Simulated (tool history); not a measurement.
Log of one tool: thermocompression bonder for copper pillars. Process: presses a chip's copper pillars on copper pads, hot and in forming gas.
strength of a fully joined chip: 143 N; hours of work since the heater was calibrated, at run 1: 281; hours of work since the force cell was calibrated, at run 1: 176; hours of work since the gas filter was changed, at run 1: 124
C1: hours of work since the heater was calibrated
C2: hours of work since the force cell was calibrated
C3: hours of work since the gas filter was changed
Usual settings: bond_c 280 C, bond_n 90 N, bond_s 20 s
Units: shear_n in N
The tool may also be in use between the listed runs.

run 1 day=0 | bond_c=280 bond_n=90 bond_s=20 | C1=281 C2=176 C3=124 | shear_n=63.6
run 2 day=1.075 | bond_c=280 bond_n=90 bond_s=51 | C1=293 C2=189 C3=136 | shear_n=85.1
run 3 day=1.746 | bond_c=280 bond_n=90 bond_s=51 | C1=300 C2=196 C3=144 | shear_n=86.8
run 4 day=2.504 | bond_c=280 bond_n=90 bond_s=32 | C1=309 C2=204 C3=152 | shear_n=74.5
run 5 day=4.046 | bond_c=280 bond_n=90 bond_s=32 | C1=326 C2=222 C3=170 | shear_n=73.4
run 6 day=4.775 | bond_c=280 bond_n=90 bond_s=20 | C1=334 C2=230 C3=178 | shear_n=63.2
run 7 day=5.525 | bond_c=280 bond_n=90 bond_s=54 | C1=343 C2=238 C3=186 | shear_n=86.6
run 8 day=6.533 | bond_c=280 bond_n=64 bond_s=20 | C1=354 C2=250 C3=197 | shear_n=50.8
run 9 day=7.383 | bond_c=280 bond_n=90 bond_s=17 | C1=363 C2=259 C3=207 | shear_n=56.9
run 10 day=8.367 | bond_c=280 bond_n=90 bond_s=17 | C1=374 C2=270 C3=218 | shear_n=57.8
run 11 day=9.112 | bond_c=280 bond_n=90 bond_s=17 | C1=383 C2=278 C3=226 | shear_n=58.2
run 12 day=9.812 | bond_c=280 bond_n=90 bond_s=20 | C1=391 C2=286 C3=234 | shear_n=60.2
run 13 day=11.35 | bond_c=280 bond_n=90 bond_s=20 | C1=408 C2=303 C3=251 | shear_n=60.8
run 14 day=12.121 | bond_c=280 bond_n=55 bond_s=20 | C1=416 C2=312 C3=260 | shear_n=45.6
run 15 day=13.208 | bond_c=261 bond_n=90 bond_s=20 | C1=429 C2=324 C3=272 | shear_n=45.1
run 16 day=14.338 | bond_c=261 bond_n=90 bond_s=20 | C1=441 C2=337 C3=285 | shear_n=45.8
run 17 day=15.304 | bond_c=258 bond_n=90 bond_s=20 | C1=452 C2=348 C3=296 | shear_n=41.7
-- day=16.042 forming gas filter changed
run 18 day=16.338 | bond_c=258 bond_n=90 bond_s=20 | C1=463 C2=359 C3=3 | shear_n=46.9
run 19 day=17.758 | bond_c=258 bond_n=90 bond_s=20 | C1=479 C2=375 C3=19 | shear_n=45.7
run 20 day=18.517 | bond_c=280 bond_n=90 bond_s=20 | C1=488 C2=383 C3=28 | shear_n=62.8
run 21 day=20.054 | bond_c=253 bond_n=76 bond_s=40 | C1=505 C2=400 C3=45 | shear_n=48.4
run 22 day=21.133 | bond_c=266 bond_n=90 bond_s=46 | C1=517 C2=413 C3=57 | shear_n=70.4
run 23 day=21.879 | bond_c=266 bond_n=90 bond_s=46 | C1=525 C2=421 C3=65 | shear_n=69.7
run 24 day=22.65 | bond_c=304 bond_n=133 bond_s=18 | C1=534 C2=430 C3=74 | shear_n=95.7
run 25 day=23.575 | bond_c=280 bond_n=104 bond_s=16 | C1=544 C2=440 C3=84 | shear_n=63.1
run 26 day=25.125 | bond_c=280 bond_n=104 bond_s=16 | C1=562 C2=457 C3=102 | shear_n=61.1
run 27 day=26.046 | bond_c=264 bond_n=90 bond_s=37 | C1=572 C2=468 C3=112 | shear_n=62.5
run 28 day=26.788 | bond_c=305 bond_n=123 bond_s=46 | C1=580 C2=476 C3=120 | shear_n=114.2
run 29 day=27.867 | bond_c=308 bond_n=89 bond_s=20 | C1=592 C2=488 C3=132 | shear_n=84.4
run 30 day=29.292 | bond_c=295 bond_n=89 bond_s=20 | C1=608 C2=504 C3=148 | shear_n=73
run 31 day=30.504 | bond_c=291 bond_n=127 bond_s=33 | C1=622 C2=517 C3=162 | shear_n=94.6
run 32 day=31.221 | bond_c=291 bond_n=127 bond_s=33 | C1=630 C2=525 C3=170 | shear_n=94.2
run 33 day=32.671 | bond_c=257 bond_n=66 bond_s=33 | C1=646 C2=542 C3=186 | shear_n=42.8
run 34 day=33.454 | bond_c=257 bond_n=66 bond_s=33 | C1=655 C2=550 C3=195 | shear_n=42.6
run 35 day=34.417 | bond_c=257 bond_n=66 bond_s=33 | C1=665 C2=561 C3=205 | shear_n=43.3
run 36 day=35.108 | bond_c=272 bond_n=78 bond_s=15 | C1=673 C2=569 C3=213 | shear_n=43.5
run 37 day=36.633 | bond_c=280 bond_n=133 bond_s=25 | C1=690 C2=586 C3=230 | shear_n=76.9
run 38 day=37.308 | bond_c=285 bond_n=75 bond_s=57 | C1=698 C2=593 C3=238 | shear_n=81.2
run 39 day=38.412 | bond_c=282 bond_n=90 bond_s=26 | C1=710 C2=606 C3=250 | shear_n=66.1
run 40 day=39.604 | bond_c=280 bond_n=70 bond_s=43 | C1=724 C2=619 C3=263 | shear_n=68.4

Forecast each of these 3 alternatives for the next run:
run A day=40.879 | bond_c=258 bond_n=89 bond_s=47 | C1=738 C2=633 C3=278 | shear_n=?
run B day=40.879 | bond_c=274 bond_n=99 bond_s=43 | C1=738 C2=633 C3=278 | shear_n=?
run C day=40.879 | bond_c=259 bond_n=118 bond_s=40 | C1=738 C2=633 C3=278 | shear_n=?

run=A shear_n=57.7
run=B shear_n=74.9
run=C shear_n=63.4
Without the tool's hidden state the same runs would have given:
run=A shear_n=66.9
run=B shear_n=86
run=C shear_n=73.5

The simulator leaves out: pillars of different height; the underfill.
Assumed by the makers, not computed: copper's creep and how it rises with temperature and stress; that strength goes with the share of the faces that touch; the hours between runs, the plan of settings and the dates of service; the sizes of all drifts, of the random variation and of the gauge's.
